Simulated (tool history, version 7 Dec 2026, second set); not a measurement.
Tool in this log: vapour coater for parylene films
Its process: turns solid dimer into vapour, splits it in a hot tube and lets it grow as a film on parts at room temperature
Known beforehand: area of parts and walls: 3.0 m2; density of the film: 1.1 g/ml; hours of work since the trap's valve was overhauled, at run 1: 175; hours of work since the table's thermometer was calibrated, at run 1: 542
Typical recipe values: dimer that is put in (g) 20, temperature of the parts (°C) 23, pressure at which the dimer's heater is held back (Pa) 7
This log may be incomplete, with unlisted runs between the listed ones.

run	day	dimer that is put in (g)	temperature of the parts (°C)	pressure at which the dimer's heater is held back (Pa)	hours of work since the trap's valve was overhauled	hours of work since the table's thermometer was calibrated	thickness of the film (um)
1	0	20	23	7	175	542	4.01
2	1.45	20	23	7	192	559	4.05
3	2.367	20	18	7	203	569	4.56
4	3.625	34	23	7	218	584	6.8
5	5.1	34	24	7	235	601	6.63
6	6.512	34	24	7	251	618	6.63
7	7.271	34	24	7	260	627	6.61
8	8.558	34	24	7	275	642	6.61
9	9.517	34	24	7	286	653	6.59
10	10.471	34	24	7	298	664	6.62
11	11.592	34	24	7	311	677	6.59
12	12.3	34	24	7	319	686	6.56
# day 12.458: table's thermometer calibrated
13	13.708	20	23	4.34	335	15	4.04
14	14.321	12	23	2.48	342	22	2.54
15	15.388	9	22	11.33	355	34	1.75
16	16.017	20	26	7	362	42	3.66
17	17.192	20	21	4.31	376	55	4.28
18	18.271	20	21	4.31	388	68	4.25
19	19	20	21	4.31	397	77	4.26
# day 19.292: table's thermometer calibrated, once more
20	20.062	34	23	7	409	9	6.73
21	21.433	9	34	7	425	25	1.36
22	22.112	9	34	7	433	33	1.35
23	22.825	15	31	7	441	41	2.41
24	24.254	15	23	7	458	58	2.94

Results for each run, recomputed without the tool's hidden state and with each run's random variation untouched:
Hidden state at play: vapour lost through the trap's worn valve, %; true temperature of the parts over the reading, C; drift of the gauge itself on film_um, %.
run	thickness of the film (um)
1	4.12
2	4.18
3	4.71
4	7.03
5	6.87
6	6.88
7	6.87
8	6.88
9	6.86
10	6.9
11	6.88
12	6.86
13	4.25
14	2.68
15	1.85
16	3.87
17	4.53
18	4.5
19	4.51
20	7.07
21	1.43
22	1.42
23	2.55
24	3.11
